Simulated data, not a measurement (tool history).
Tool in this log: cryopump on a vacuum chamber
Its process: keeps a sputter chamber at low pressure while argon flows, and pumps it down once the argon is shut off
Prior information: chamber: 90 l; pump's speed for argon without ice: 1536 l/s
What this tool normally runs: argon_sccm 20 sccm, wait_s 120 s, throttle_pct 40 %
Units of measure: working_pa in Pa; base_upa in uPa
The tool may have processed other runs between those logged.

run	hour	argon_sccm	wait_s	throttle_pct	working_pa	base_upa
1	0	20	120	40	0.058	1.49
2	30.7	20	120	40	0.0571	1.5
3	64.9	20	120	40	0.0573	1.59
4	92.2	20	120	40	0.0587	1.56
5	120.7	20	120	40	0.0575	1.55
6	145.7	12	126	18	0.0751	1.54
7	192.8	12	126	18	0.0748	1.59
8	224.3	18	97	18	0.1134	1.8
9	251.9	18	97	44	0.0484	1.86
10	273.7	10	133	40	0.0289	1.59

3 ways to go on from here, each from the tool as it stands after run 10. What would each give?
A	295.6	20	39	40	?	?
B	295.6	20	34	40	?	?
C	295.6	20	68	40	?	?

run	working_pa	base_upa
A	0.0585	3.32
B	0.0595	3.63
C	0.0582	2.22
Without the tool's unlogged condition, the same runs would have read:
run	working_pa	base_upa
A	0.0546	2.65
B	0.0556	2.97
C	0.0543	1.56
